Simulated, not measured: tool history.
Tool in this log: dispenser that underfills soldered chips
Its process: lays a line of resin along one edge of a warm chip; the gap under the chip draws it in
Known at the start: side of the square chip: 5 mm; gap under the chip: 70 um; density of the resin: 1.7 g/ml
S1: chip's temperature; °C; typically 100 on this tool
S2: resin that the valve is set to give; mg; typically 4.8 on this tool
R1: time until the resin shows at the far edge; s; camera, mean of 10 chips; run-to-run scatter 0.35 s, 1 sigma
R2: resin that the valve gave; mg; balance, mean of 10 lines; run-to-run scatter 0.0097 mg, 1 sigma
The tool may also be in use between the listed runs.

run	hour	S1	S2	R1	R2
1	0	100	4.8	17.7	4.779
# hour 8.4: new syringe of resin
2	8.4	100	4.8	16.9	4.811
# hour 18.4: new syringe of resin
3	22.6	100	4.13	20.7	4.098
# hour 27.5: new syringe of resin
# hour 36.8: new syringe of resin
4	38.3	100	4.13	18.5	4.088
# hour 46.6: new syringe of resin
5	48.9	100	4.13	18.8	4.094
# hour 56.7: new syringe of resin
6	60.9	109	4.8	15.8	4.735
# hour 65.8: new syringe of resin
# hour 75.4: new syringe of resin
7	76.9	109	4.8	13.9	4.702
# hour 85.1: new syringe of resin
8	85.6	109	4.8	12.6	4.691
# hour 94.3: new syringe of resin
9	94.3	109	4.8	12	4.68
# hour 103.4: dispensing valve cleaned and set on the balance
# hour 105.1: new syringe of resin
10	107.3	109	4.8	14.1	4.815
# hour 115.3: new syringe of resin
11	116.9	92	4.8	22.7	4.791
# hour 124.3: new syringe of resin
12	128.1	88	4.8	29.9	4.795
# hour 133.6: new syringe of resin
# hour 143: new syringe of resin
13	143.6	88	4.8	25.3	4.767
# hour 152.6: new syringe of resin
14	158.6	88	4.8	32.1	4.745
# hour 161.8: new syringe of resin
15	168.7	100	4.63	23	4.577
# hour 171.4: new syringe of resin
# hour 180.4: new syringe of resin
16	180.4	101	4.25	15.4	4.186
17	187.9	94	4.8	27.6	4.714
# hour 189.7: new syringe of resin
# hour 199.7: new syringe of resin
18	200.4	94	4.8	20.4	4.721
# hour 209.8: new syringe of resin
# hour 214.3: dispensing valve cleaned and set on the balance
19	216.9	94	4.79	26.9	4.788
# hour 220.1: new syringe of resin
20	224	94	5.74	23.8	5.733

Measured minus without-hidden-state, run by run (identical run-to-run variation in each term; gauge scatter may differ):
Hidden state present: resin's viscosity, % of fresh resin's; dose that the valve gives, % of what is set; true chip temperature over the reading, C; drift of the gauge itself on fill_s, %; drift of the gauge itself on given_mg, %.
run	R1	R2
1	+0.5	-0.006
2	-0.2	-0.016
3	+3.3	-0.027
4	+0.8	-0.044
5	+1.5	-0.054
6	+2.4	-0.077
7	+0.5	-0.095
8	-0.1	-0.104
9	-0.1	-0.115
10	+1	+0.012
11	+0.6	+0.001
12	+3.6	-0.012
13	-0.3	-0.029
14	+6.8	-0.047
15	+5.9	-0.056
16	-0.8	-0.062
17	+7.2	-0.08
18	+0.2	-0.094
19	+5.3	-0.001
20	+3.1	-0.01
